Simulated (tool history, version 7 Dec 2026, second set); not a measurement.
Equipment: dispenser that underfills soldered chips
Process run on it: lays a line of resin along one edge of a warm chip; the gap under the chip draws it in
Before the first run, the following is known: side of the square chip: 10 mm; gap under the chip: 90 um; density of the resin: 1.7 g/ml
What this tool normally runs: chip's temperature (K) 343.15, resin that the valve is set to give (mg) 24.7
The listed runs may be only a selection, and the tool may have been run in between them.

run   hour  chip's temperature (K)  resin that the valve is set to give (mg)  time until the resin shows at the far edge (s)  resin that the valve gave (mg)
  1      0                  343.15                                      24.7                                            50.7                           23.47
  2    7.2                  343.15                                      24.7                                            61.2                           23.29
      10.4  -- new syringe of resin
      14.8  -- dispensing valve cleaned and set on the balance
  3   16.8                  343.15                                      24.7                                              53                           24.74
      25.3  -- new syringe of resin
  4   26.7                  344.15                                      24.7                                            45.1                           24.57
  5     37                  344.15                                      24.7                                            59.5                           24.31
      39.3  -- new syringe of resin
  6   42.3                  344.15                                      24.7                                            47.3                           24.17
  7   47.3                  344.15                                      24.7                                            54.1                           24.23
      53.7  -- new syringe of resin
  8   57.4                  344.15                                      24.7                                            49.7                           23.99
  9   62.3                  344.15                                        29                                            54.6                           27.92
      67.4  -- new syringe of resin
 10     74                  348.15                                      31.1                                            44.4                           29.76
      81.4  -- new syringe of resin
 11   84.3                  358.15                                      21.9                                            31.1                           20.67
 12   94.1                  358.15                                      21.9                                            41.1                            20.7
      95.4  -- new syringe of resin
     105.6  -- dispensing valve cleaned and set on the balance
 13  105.6                  343.15                                      21.5                                            57.9                            21.5
     110.5  -- new syringe of resin
 14  111.3                  356.15                                      27.9                                              30                           27.79
 15  121.3                  342.15                                      24.7                                            62.9                           24.54
     124.3  -- new syringe of resin
 16  127.7                  349.15                                        30                                              40                           29.41
 17  134.8                  357.15                                      29.5                                            38.4                           28.96

Consider 4 possible next runs. They are alternatives, not a sequence: every one starts from the tool as it was left by run 17. What does each give?
     138.7  -- new syringe of resin
  A   145                  345.15                                      29.2                                               ?                               ?
     138.7  -- new syringe of resin
  B   145                  350.15                                      22.1                                               ?                               ?
     138.7  -- new syringe of resin
  C   145                  354.15                                      29.8                                               ?                               ?
     138.7  -- new syringe of resin
  D   145                  343.15                                      22.4                                               ?                               ?

run  time until the resin shows at the far edge (s)  resin that the valve gave (mg)
  A                                            48.7                           28.24
  B                                            42.4                           21.61
  C                                            37.1                           28.71
  D                                            54.5                           21.82
Had the tool no hidden state, the same runs would have come out as:
run  time until the resin shows at the far edge (s)  resin that the valve gave (mg)
  A                                            43.5                           29.07
  B                                            37.7                           22.24
  C                                            33.1                           29.55
  D                                            48.6                           22.45
